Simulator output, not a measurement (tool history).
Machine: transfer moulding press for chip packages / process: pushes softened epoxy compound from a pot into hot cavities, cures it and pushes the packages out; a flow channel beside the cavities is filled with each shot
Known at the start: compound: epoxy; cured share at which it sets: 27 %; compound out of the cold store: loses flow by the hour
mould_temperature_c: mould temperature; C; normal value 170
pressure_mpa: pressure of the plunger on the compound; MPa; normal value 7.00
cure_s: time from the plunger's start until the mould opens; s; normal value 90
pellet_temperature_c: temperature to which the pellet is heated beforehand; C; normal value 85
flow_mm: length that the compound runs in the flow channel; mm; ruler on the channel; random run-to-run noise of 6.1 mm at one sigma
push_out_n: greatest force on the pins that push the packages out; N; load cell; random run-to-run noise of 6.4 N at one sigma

run   hour  mould_temperature_c  pressure_mpa  cure_s  pellet_temperature_c  incoming compound's hours out of the cold store  flow_mm  push_out_n
  1    0.0                  170          7.00      90                    85                                             35.6      783         454
  2   19.5                  170          8.66      90                    85                                             23.8      888         513
  3   33.9                  170          8.66      90                    85                                             16.1      908         550
      43.9  -- cavities cleaned with cleaning compound and waxed
  4   61.6                  170          8.66      90                    85                                             10.9      931         407
  5   82.9                  170          8.66      90                    85                                             26.7      867         480
  6   98.7                  170          7.00      90                    85                                             31.0      772         512
     115.2  -- cavities cleaned with cleaning compound and waxed
  7  115.2                  170          7.00      90                    85                                              9.1      830         295
  8  126.6                  170          7.00      90                    85                                             26.8      774         378
  9  143.3                  170          7.00      90                    85                                             18.4      795         469
 10  158.5                  170          7.00      90                    85                                             42.2      725         511
     174.2  -- mould's thermocouples calibrated
     187.7  -- cavities cleaned with cleaning compound and waxed
 11  188.4                  170          7.00      90                    95                                             48.0      703         246
 12  209.3                  170          7.00      90                    95                                             42.7      714         360
 13  223.0                  170          7.00      90                    85                                             41.4      716         425
 14  250.2                  170          7.00      90                    85                                             31.6      731         520
     258.2  -- cavities cleaned with cleaning compound and waxed
 15  275.6                  168          7.63      94                    91                                             11.9      811         378
     298.2  -- plunger's sealing rings changed
 16  298.2                  172          6.88      72                    79                                             19.9      819         652
 17  319.0                  172          6.88      72                    79                                             45.3      745         676
     331.0  -- cavities cleaned with cleaning compound and waxed
 18  339.4                  165          7.00      90                    92                                             35.0      797         426
 19  353.3                  178          6.87      97                    83                                             17.8      797         319
 20  367.5                  170          7.46     125                    85                                             43.3      777         352
 21  390.9                  178          5.34     101                    78                                             41.7      646         380
     402.4  -- cavities cleaned with cleaning compound and waxed
 22  406.2                  178          5.34     101                    78                                             18.7      700         232
 23  421.8                  176          5.24      95                    93                                             47.9      623         301
 24  442.2                  176          5.24     102                    93                                             29.4      664         346
 25  459.7                  170          7.00      79                    95                                             26.8      784         637
     474.1  -- cavities cleaned with cleaning compound and waxed
 26  485.0                  170          7.00      79                    95                                             26.9      773         397
 27  511.8                  170          7.00      79                    95                                             13.7      808         590
 28  534.2                  178          7.28     110                    87                                             40.2      720         405

Predict each of these 4 candidate next runs independently; none follows another, all start after run 28:
     545.7  -- cavities cleaned with cleaning compound and waxed
  A  555.1                  178          8.03     117                    87                                             40.9        ?           ?
     545.7  -- cavities cleaned with cleaning compound and waxed
  B  555.1                  165          7.28     128                    80                                             43.7        ?           ?
     545.7  -- cavities cleaned with cleaning compound and waxed
  C  555.1                  172          7.00      75                    85                                             19.8        ?           ?
     545.7  -- cavities cleaned with cleaning compound and waxed
  D  555.1                  164          6.48      98                    87                                             44.7        ?           ?

run  flow_mm  push_out_n
  A      766         253
  B      753         273
  C      774         417
  D      708         414
Take away the tool's hidden state, keep each run's random variation, and the runs would have read:
run  flow_mm  push_out_n
  A      817         201
  B      803         215
  C      826         322
  D      755         320

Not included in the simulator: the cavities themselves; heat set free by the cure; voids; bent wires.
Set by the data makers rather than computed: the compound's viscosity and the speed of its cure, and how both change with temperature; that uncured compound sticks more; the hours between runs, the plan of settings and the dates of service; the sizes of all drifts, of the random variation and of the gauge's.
